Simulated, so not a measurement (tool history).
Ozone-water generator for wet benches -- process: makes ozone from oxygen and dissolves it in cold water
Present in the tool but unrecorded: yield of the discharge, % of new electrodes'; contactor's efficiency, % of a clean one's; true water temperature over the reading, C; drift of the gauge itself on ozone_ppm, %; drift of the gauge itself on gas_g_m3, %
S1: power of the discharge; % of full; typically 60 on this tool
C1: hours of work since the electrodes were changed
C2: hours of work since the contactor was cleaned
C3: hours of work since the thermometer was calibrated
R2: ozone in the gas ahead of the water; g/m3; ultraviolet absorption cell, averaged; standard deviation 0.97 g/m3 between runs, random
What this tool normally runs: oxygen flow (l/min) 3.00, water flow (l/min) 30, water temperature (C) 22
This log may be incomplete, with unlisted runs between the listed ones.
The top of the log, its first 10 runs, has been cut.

{"run": 11, "hour": 687.3, "S1": 69, "oxygen flow (l/min)": 3.0, "water flow (l/min)": 30, "water temperature (C)": 22, "C1": 2054, "C2": 2198, "C3": 164, "dissolved ozone (ppm)": 8.2, "R2": 169.3}
{"run": 12, "hour": 738.0, "S1": 69, "oxygen flow (l/min)": 3.0, "water flow (l/min)": 30, "water temperature (C)": 22, "C1": 2087, "C2": 2231, "C3": 197, "dissolved ozone (ppm)": 8.2, "R2": 165.3}
{"run": 13, "hour": 782.2, "S1": 69, "oxygen flow (l/min)": 3.0, "water flow (l/min)": 30, "water temperature (C)": 22, "C1": 2115, "C2": 2259, "C3": 225, "dissolved ozone (ppm)": 8.2, "R2": 167.2}
{"hour": 821.9, "done": "water thermometer calibrated, once more"}
{"run": 14, "hour": 834.9, "S1": 69, "oxygen flow (l/min)": 3.0, "water flow (l/min)": 30, "water temperature (C)": 22, "C1": 2149, "C2": 2293, "C3": 8, "dissolved ozone (ppm)": 8.5, "R2": 168.4}
{"run": 15, "hour": 895.5, "S1": 69, "oxygen flow (l/min)": 3.0, "water flow (l/min)": 30, "water temperature (C)": 22, "C1": 2188, "C2": 2332, "C3": 47, "dissolved ozone (ppm)": 8.3, "R2": 167.5}
{"run": 16, "hour": 953.6, "S1": 60, "oxygen flow (l/min)": 4.15, "water flow (l/min)": 30, "water temperature (C)": 22, "C1": 2225, "C2": 2370, "C3": 85, "dissolved ozone (ppm)": 8.2, "R2": 137.2}
{"run": 17, "hour": 1003.2, "S1": 60, "oxygen flow (l/min)": 3.0, "water flow (l/min)": 46, "water temperature (C)": 20, "C1": 2257, "C2": 2402, "C3": 117, "dissolved ozone (ppm)": 4.8, "R2": 154.8}
{"run": 18, "hour": 1069.3, "S1": 60, "oxygen flow (l/min)": 3.0, "water flow (l/min)": 46, "water temperature (C)": 20, "C1": 2300, "C2": 2444, "C3": 159, "dissolved ozone (ppm)": 4.9, "R2": 154.4}
{"run": 19, "hour": 1122.4, "S1": 75, "oxygen flow (l/min)": 3.0, "water flow (l/min)": 25, "water temperature (C)": 15, "C1": 2334, "C2": 2478, "C3": 194, "dissolved ozone (ppm)": 10.9, "R2": 176.4}
{"run": 20, "hour": 1195.3, "S1": 75, "oxygen flow (l/min)": 4.86, "water flow (l/min)": 25, "water temperature (C)": 17, "C1": 2381, "C2": 2525, "C3": 241, "dissolved ozone (ppm)": 12.5, "R2": 145.2}
{"run": 21, "hour": 1242.0, "S1": 75, "oxygen flow (l/min)": 4.86, "water flow (l/min)": 25, "water temperature (C)": 17, "C1": 2411, "C2": 2555, "C3": 271, "dissolved ozone (ppm)": 12.4, "R2": 144.4}
{"run": 22, "hour": 1299.6, "S1": 75, "oxygen flow (l/min)": 4.86, "water flow (l/min)": 25, "water temperature (C)": 17, "C1": 2448, "C2": 2593, "C3": 308, "dissolved ozone (ppm)": 12.5, "R2": 143.0}
{"run": 23, "hour": 1373.6, "S1": 54, "oxygen flow (l/min)": 3.0, "water flow (l/min)": 30, "water temperature (C)": 29, "C1": 2496, "C2": 2640, "C3": 355, "dissolved ozone (ppm)": 6.6, "R2": 142.9}
{"run": 24, "hour": 1427.0, "S1": 98, "oxygen flow (l/min)": 3.0, "water flow (l/min)": 24, "water temperature (C)": 24, "C1": 2531, "C2": 2675, "C3": 390, "dissolved ozone (ppm)": 11.9, "R2": 202.0}
{"run": 25, "hour": 1484.6, "S1": 83, "oxygen flow (l/min)": 2.84, "water flow (l/min)": 47, "water temperature (C)": 24, "C1": 2568, "C2": 2712, "C3": 427, "dissolved ozone (ppm)": 5.4, "R2": 188.8}
{"run": 26, "hour": 1578.2, "S1": 60, "oxygen flow (l/min)": 3.0, "water flow (l/min)": 30, "water temperature (C)": 15, "C1": 2628, "C2": 2772, "C3": 487, "dissolved ozone (ppm)": 7.9, "R2": 152.9}
{"run": 27, "hour": 1651.1, "S1": 60, "oxygen flow (l/min)": 3.0, "water flow (l/min)": 35, "water temperature (C)": 17, "C1": 2675, "C2": 2819, "C3": 534, "dissolved ozone (ppm)": 6.7, "R2": 150.3}
{"run": 28, "hour": 1699.5, "S1": 60, "oxygen flow (l/min)": 3.0, "water flow (l/min)": 35, "water temperature (C)": 17, "C1": 2706, "C2": 2850, "C3": 565, "dissolved ozone (ppm)": 6.6, "R2": 150.1}
{"run": 29, "hour": 1744.5, "S1": 87, "oxygen flow (l/min)": 3.0, "water flow (l/min)": 33, "water temperature (C)": 17, "C1": 2735, "C2": 2879, "C3": 594, "dissolved ozone (ppm)": 8.6, "R2": 186.4}
{"run": 30, "hour": 1831.5, "S1": 74, "oxygen flow (l/min)": 3.0, "water flow (l/min)": 30, "water temperature (C)": 25, "C1": 2791, "C2": 2935, "C3": 650, "dissolved ozone (ppm)": 8.1, "R2": 170.3}
{"run": 31, "hour": 1915.5, "S1": 95, "oxygen flow (l/min)": 3.0, "water flow (l/min)": 22, "water temperature (C)": 23, "C1": 2845, "C2": 2989, "C3": 705, "dissolved ozone (ppm)": 12.9, "R2": 195.0}
{"run": 32, "hour": 2008.7, "S1": 41, "oxygen flow (l/min)": 2.5, "water flow (l/min)": 27, "water temperature (C)": 23, "C1": 2905, "C2": 3049, "C3": 765, "dissolved ozone (ppm)": 6.1, "R2": 128.8}

Alternative continuations, all from the tool just after run 32; predict every row:
{"run": "A", "hour": 2054.2, "S1": 41, "oxygen flow (l/min)": 2.5, "water flow (l/min)": 27, "water temperature (C)": 17, "C1": 2935, "C2": 3079, "C3": 794, "dissolved ozone (ppm)": "?", "R2": "?"}
{"run": "B", "hour": 2054.2, "S1": 41, "oxygen flow (l/min)": 2.04, "water flow (l/min)": 27, "water temperature (C)": 22, "C1": 2935, "C2": 3079, "C3": 794, "dissolved ozone (ppm)": "?", "R2": "?"}
{"run": "C", "hour": 2054.2, "S1": 60, "oxygen flow (l/min)": 3.0, "water flow (l/min)": 30, "water temperature (C)": 25, "C1": 2935, "C2": 3079, "C3": 794, "dissolved ozone (ppm)": "?", "R2": "?"}

run=A dissolved_ozone_(ppm)=6.4 R2=130.2
run=B dissolved_ozone_(ppm)=5.8 R2=138.2
run=C dissolved_ozone_(ppm)=7.3 R2=148.2
What these runs would have given with no unlogged condition in the tool:
run=A dissolved_ozone_(ppm)=7.3 R2=141.2
run=B dissolved_ozone_(ppm)=6.5 R2=149.9
run=C dissolved_ozone_(ppm)=8.5 R2=165.2
